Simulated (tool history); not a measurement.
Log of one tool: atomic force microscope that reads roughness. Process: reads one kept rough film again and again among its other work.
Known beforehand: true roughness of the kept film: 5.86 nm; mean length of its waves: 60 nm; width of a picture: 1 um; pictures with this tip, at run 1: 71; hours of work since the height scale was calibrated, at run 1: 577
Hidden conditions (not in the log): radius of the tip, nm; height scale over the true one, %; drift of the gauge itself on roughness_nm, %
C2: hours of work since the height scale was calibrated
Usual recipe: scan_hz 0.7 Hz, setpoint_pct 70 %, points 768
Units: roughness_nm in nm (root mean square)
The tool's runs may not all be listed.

{"run": 1, "hour": 0.0, "scan_hz": 0.7, "setpoint_pct": 70, "points": 768, "pictures with this tip": 71, "C2": 577, "roughness_nm": 5.325}
{"run": 2, "hour": 35.2, "scan_hz": 1.462, "setpoint_pct": 70, "points": 768, "pictures with this tip": 129, "C2": 593, "roughness_nm": 5.117}
{"run": 3, "hour": 63.0, "scan_hz": 0.7, "setpoint_pct": 70, "points": 768, "pictures with this tip": 174, "C2": 606, "roughness_nm": 5.331}
{"run": 4, "hour": 82.0, "scan_hz": 0.7, "setpoint_pct": 70, "points": 768, "pictures with this tip": 204, "C2": 615, "roughness_nm": 5.353}
{"run": 5, "hour": 101.1, "scan_hz": 0.7, "setpoint_pct": 70, "points": 768, "pictures with this tip": 236, "C2": 624, "roughness_nm": 5.35}
{"hour": 111.6, "done": "new tip fitted"}
{"run": 6, "hour": 130.9, "scan_hz": 0.7, "setpoint_pct": 70, "points": 768, "pictures with this tip": 31, "C2": 637, "roughness_nm": 5.387}
{"run": 7, "hour": 151.3, "scan_hz": 0.7, "setpoint_pct": 70, "points": 768, "pictures with this tip": 64, "C2": 647, "roughness_nm": 5.368}
{"run": 8, "hour": 170.6, "scan_hz": 0.7, "setpoint_pct": 70, "points": 768, "pictures with this tip": 95, "C2": 656, "roughness_nm": 5.398}
{"run": 9, "hour": 189.6, "scan_hz": 0.7, "setpoint_pct": 70, "points": 768, "pictures with this tip": 126, "C2": 664, "roughness_nm": 5.402}
{"run": 10, "hour": 212.2, "scan_hz": 0.7, "setpoint_pct": 70, "points": 478, "pictures with this tip": 163, "C2": 675, "roughness_nm": 5.318}
{"run": 11, "hour": 239.2, "scan_hz": 0.7, "setpoint_pct": 70, "points": 478, "pictures with this tip": 207, "C2": 687, "roughness_nm": 5.342}
{"run": 12, "hour": 261.0, "scan_hz": 0.7, "setpoint_pct": 70, "points": 478, "pictures with this tip": 242, "C2": 698, "roughness_nm": 5.365}
{"hour": 266.6, "done": "new tip fitted"}
{"run": 13, "hour": 288.0, "scan_hz": 0.7, "setpoint_pct": 70, "points": 502, "pictures with this tip": 35, "C2": 710, "roughness_nm": 5.316}
{"run": 14, "hour": 306.6, "scan_hz": 0.7, "setpoint_pct": 70, "points": 502, "pictures with this tip": 65, "C2": 719, "roughness_nm": 5.335}
{"run": 15, "hour": 345.2, "scan_hz": 0.7, "setpoint_pct": 70, "points": 502, "pictures with this tip": 128, "C2": 736, "roughness_nm": 5.324}
{"run": 16, "hour": 365.0, "scan_hz": 0.7, "setpoint_pct": 70, "points": 813, "pictures with this tip": 160, "C2": 746, "roughness_nm": 5.367}
{"run": 17, "hour": 403.4, "scan_hz": 0.7, "setpoint_pct": 70, "points": 473, "pictures with this tip": 222, "C2": 763, "roughness_nm": 5.327}
{"hour": 420.9, "done": "new tip fitted"}
{"run": 18, "hour": 420.9, "scan_hz": 0.7, "setpoint_pct": 70, "points": 333, "pictures with this tip": 0, "C2": 771, "roughness_nm": 5.333}
{"run": 19, "hour": 458.5, "scan_hz": 0.7, "setpoint_pct": 70, "points": 333, "pictures with this tip": 61, "C2": 789, "roughness_nm": 5.365}
{"run": 20, "hour": 492.4, "scan_hz": 0.7, "setpoint_pct": 70, "points": 333, "pictures with this tip": 116, "C2": 805, "roughness_nm": 5.385}
{"run": 21, "hour": 529.2, "scan_hz": 0.7, "setpoint_pct": 70, "points": 768, "pictures with this tip": 176, "C2": 822, "roughness_nm": 5.338}
{"run": 22, "hour": 550.1, "scan_hz": 2.809, "setpoint_pct": 70, "points": 768, "pictures with this tip": 209, "C2": 831, "roughness_nm": 4.717}
{"hour": 576.9, "done": "new tip fitted"}
{"run": 23, "hour": 585.1, "scan_hz": 2.809, "setpoint_pct": 70, "points": 768, "pictures with this tip": 13, "C2": 847, "roughness_nm": 4.722}
{"run": 24, "hour": 615.1, "scan_hz": 2.809, "setpoint_pct": 70, "points": 768, "pictures with this tip": 62, "C2": 861, "roughness_nm": 4.714}

Forecast run 25:
{"run": 25, "hour": 647.5, "scan_hz": 0.672, "setpoint_pct": 79, "points": 268, "pictures with this tip": 115, "C2": 876, "roughness_nm": "?"}

Run 25 produced roughness_nm 5.178 nm (root mean square).
Minus the tool's unlogged condition, the same run would have read roughness_nm 5.182 nm (root mean square).
